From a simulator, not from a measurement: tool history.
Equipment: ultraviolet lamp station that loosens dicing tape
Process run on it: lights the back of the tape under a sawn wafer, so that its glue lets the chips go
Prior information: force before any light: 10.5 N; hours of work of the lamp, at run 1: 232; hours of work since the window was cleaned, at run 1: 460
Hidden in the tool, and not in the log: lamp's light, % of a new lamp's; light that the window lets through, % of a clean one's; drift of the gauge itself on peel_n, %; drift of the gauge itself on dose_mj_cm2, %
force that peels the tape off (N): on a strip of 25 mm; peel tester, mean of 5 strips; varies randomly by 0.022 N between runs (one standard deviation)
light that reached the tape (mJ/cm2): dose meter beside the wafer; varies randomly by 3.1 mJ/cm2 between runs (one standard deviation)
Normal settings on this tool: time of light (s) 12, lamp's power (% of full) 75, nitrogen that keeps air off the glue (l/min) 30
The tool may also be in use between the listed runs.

run,hour,time of light (s),lamp's power (% of full),nitrogen that keeps air off the glue (l/min),hours of work of the lamp,hours of work since the window was cleaned,force that peels the tape off (N),light that reached the tape (mJ/cm2)
1,0,12,75,30,232,460,1.302,425
2,46.6,12,75,30,252,479,1.374,424
3,121.7,12,75,30,284,511,1.341,423
4,193.7,15,75,30,315,542,0.871,522
# hour 212.3: window cleaned of glue's vapour
5,262.8,12,75,30,344,22,1.258,438
6,314.9,12,75,30,366,44,1.248,435
7,376.1,12,75,30,392,70,1.304,439
8,417.1,12,75,30,410,87,1.306,427
9,501.1,12,75,30,445,123,1.311,428
10,545.7,12,75,30,464,142,1.331,425
11,607.5,12,75,30,491,168,1.38,426
12,681.4,12,75,30,522,200,1.373,417
13,729.7,14,75,30,543,220,0.986,490
14,771.1,15,75,30,561,238,0.9,519
15,818.9,15,75,30,581,258,0.899,517
16,899.1,15,75,30,615,293,0.916,517
17,966.8,12,75,30,644,321,1.448,409
18,1028.3,12,75,14,670,348,2.492,410
19,1069.1,12,75,30,688,365,1.459,402
20,1113.2,12,75,30,706,384,1.432,400
21,1182.8,12,75,30,736,413,1.603,397
22,1277.3,12,75,30,776,454,1.526,393
23,1363.2,12,75,10,813,490,3.236,391
24,1449.3,19,75,10,850,527,1.572,618
# hour 1503.9: window cleaned of glue's vapour
25,1508.7,20,87,27,875,2,0.361,776
26,1593.5,8,75,17,911,38,3.754,266
27,1639.8,8,75,17,930,58,3.724,264
28,1684.8,15,65,24,950,77,1.514,431
29,1762,15,65,24,983,110,1.564,424
30,1803.7,12,62,21,1000,128,2.589,319
31,1869.8,12,62,21,1028,156,2.697,325
32,1934.1,12,62,21,1056,183,2.672,322
33,2026.3,17,80,10,1095,223,1.724,574
34,2100.2,10,87,10,1127,254,3.309,365
35,2139,10,87,10,1143,271,3.249,358
36,2198.4,8,86,16,1168,296,3.671,288
37,2293,10,63,30,1209,336,2.883,256
38,2352.2,10,94,30,1234,361,1.607,380
39,2402.2,11,73,22,1255,383,2.499,321
40,2478.8,11,73,22,1288,415,2.496,323
41,2545.9,17,81,22,1316,444,0.997,544
42,2612.9,17,81,22,1345,473,1.055,545
43,2651.4,17,81,22,1361,489,1.055,541
44,2714.5,17,81,22,1388,516,1.085,548

Alternative continuations, all from the tool just after run 44; predict every row:
# hour 2730: lamp changed
# hour 2797.5: window cleaned of glue's vapour
A,2808.7,14,75,24,33,5,?,?
# hour 2730: lamp changed
# hour 2797.5: window cleaned of glue's vapour
B,2808.7,10,75,30,33,5,?,?
# hour 2730: lamp changed
# hour 2797.5: window cleaned of glue's vapour
C,2808.7,17,81,56,33,5,?,?

run,force that peels the tape off (N),light that reached the tape (mJ/cm2)
A,0.954,549
B,1.555,386
C,0.269,715
Had the tool no hidden state, the same runs would have come out as:
run,force that peels the tape off (N),light that reached the tape (mJ/cm2)
A,0.933,555
B,1.526,390
C,0.264,723

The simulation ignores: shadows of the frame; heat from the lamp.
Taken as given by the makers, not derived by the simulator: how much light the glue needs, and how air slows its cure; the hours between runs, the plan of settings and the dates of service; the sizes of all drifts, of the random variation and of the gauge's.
